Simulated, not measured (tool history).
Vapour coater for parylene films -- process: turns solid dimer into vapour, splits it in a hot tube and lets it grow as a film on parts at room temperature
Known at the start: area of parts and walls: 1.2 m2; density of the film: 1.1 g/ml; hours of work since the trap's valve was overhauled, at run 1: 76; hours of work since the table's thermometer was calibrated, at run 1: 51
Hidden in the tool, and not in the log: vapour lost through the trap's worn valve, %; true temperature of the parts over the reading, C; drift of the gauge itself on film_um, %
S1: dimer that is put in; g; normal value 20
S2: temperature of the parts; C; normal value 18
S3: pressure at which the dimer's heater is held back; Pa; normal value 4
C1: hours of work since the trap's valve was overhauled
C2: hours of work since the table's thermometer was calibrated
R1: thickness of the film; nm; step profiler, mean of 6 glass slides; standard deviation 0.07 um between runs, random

Run 1, hour 0: usual settings; C1 76; C2 51. Result: R1 8170 nm.
Run 2, hour 12.3: usual settings but S1 8 g; C1 84; C2 59. Result: R1 3230 nm.
Run 3, hour 26.1: usual settings; C1 94; C2 68. Result: R1 7960 nm.
Run 4, hour 39.6: usual settings; C1 102; C2 77. Result: R1 7910 nm.
Run 5, hour 62.7: usual settings; C1 117; C2 92. Result: R1 7950 nm.
Run 6, hour 92.4: usual settings; C1 137; C2 111. Result: R1 7870 nm.
Run 7, hour 114.1: usual settings; C1 151; C2 126. Result: R1 7710 nm.
Run 8, hour 142.7: usual settings but S1 12 g; C1 170; C2 144. Result: R1 4580 nm.
Run 9, hour 172.4: usual settings but S1 12 g; C1 189; C2 164. Result: R1 4590 nm.
Run 10, hour 194.9: usual settings but S1 10 g, S2 22 C, S3 5.25 Pa; C1 204; C2 179. Result: R1 3170 nm.
Run 11, hour 209.6: usual settings but S1 11 g, S3 2.7 Pa; C1 214; C2 188. Result: R1 4230 nm.
Run 12, hour 235.4: usual settings but S1 11 g, S3 2.7 Pa; C1 231; C2 205. Result: R1 4220 nm.
Run 13, hour 252.9: usual settings but S1 11 g, S2 11 C, S3 8.3 Pa; C1 242; C2 217. Result: R1 5020 nm.
Run 14, hour 281.1: usual settings but S1 26 g, S2 29 C, S3 2.56 Pa; C1 261; C2 235. Result: R1 6600 nm.

What does the tool deliver on the next run?
At hour 304.4: trap's valve overhauled.
Run 15, hour 312.8: usual settings but S1 13 g, S2 21 C, S3 2.56 Pa; C1 6; C2 253. Result: R1 ?.

{"run 15": {"R1": 4910}}
If the tool had no hidden condition, the same run with the same run-to-run variation would have returned R1 4980 nm.
